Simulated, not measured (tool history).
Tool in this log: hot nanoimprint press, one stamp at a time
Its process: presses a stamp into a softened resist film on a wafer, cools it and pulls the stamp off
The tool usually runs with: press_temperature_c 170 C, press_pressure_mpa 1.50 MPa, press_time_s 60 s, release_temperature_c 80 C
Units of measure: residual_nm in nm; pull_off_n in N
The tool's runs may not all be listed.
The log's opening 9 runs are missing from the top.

run     day  press_temperature_c  press_pressure_mpa  press_time_s  release_temperature_c  residual_nm  pull_off_n
 10   8.992                  170                1.50            60                     79        240.8         220
 11   9.796                  170                1.50            60                     79        239.8         225
 12  10.525                  170                1.50            60                     80        239.4         217
 13  11.104                  170                1.50            60                     80        238.4         228
 14  12.433                  170                1.34            60                     80        250.7         222
 15  13.492                  170                1.34            60                     77        251.0         242
 16  14.200                  170                1.50            60                     81        237.5         224
 17  14.912                  180                1.58            60                     68        140.1         281
 18  15.838                  168                1.20            40                     74        322.7         253
     16.662  -- stamp cleaned and given a new release coat
     16.821  -- gauge calibrated
 19  16.946                  168                1.20            40                     74        332.4         238
 20  18.117                  169                1.20           106                     77        232.2         243
 21  19.208                  169                1.20           118                     72        223.4         248
 22  19.996                  169                1.20           118                     72        224.3         251
 23  21.208                  170                1.71           113                     80        178.9         228
 24  22.450                  170                1.42            68                     82        237.4         212
 25  23.142                  170                1.50            60                     80        239.0         221
 26  24.304                  170                1.50            60                     80        239.4         224
 27  25.550                  170                1.80            60                     79        220.5         234
 28  26.229                  170                1.27            41                     84        295.0         209
 29  26.883                  174                1.50            32                     80        246.2         215
     27.288  -- plate thermocouple calibrated
 30  27.712                  174                1.50            32                     72        245.8         244
 31  28.300                  170                1.04            60                     77        282.3         237

3 ways to go on from here, each from the tool as it stands after run 31. What would each give?
  A  29.096                  177                1.02            60                     80            ?           ?
  B  29.096                  170                1.04            60                     69            ?           ?
  C  29.096                  170                1.50            60                     88            ?           ?

run  residual_nm  pull_off_n
  A        204.0         222
  B        282.8         260
  C        236.7         196
Without the tool's hidden state the same runs would have given:
run  residual_nm  pull_off_n
  A        207.6         221
  B        287.8         258
  C        240.9         194
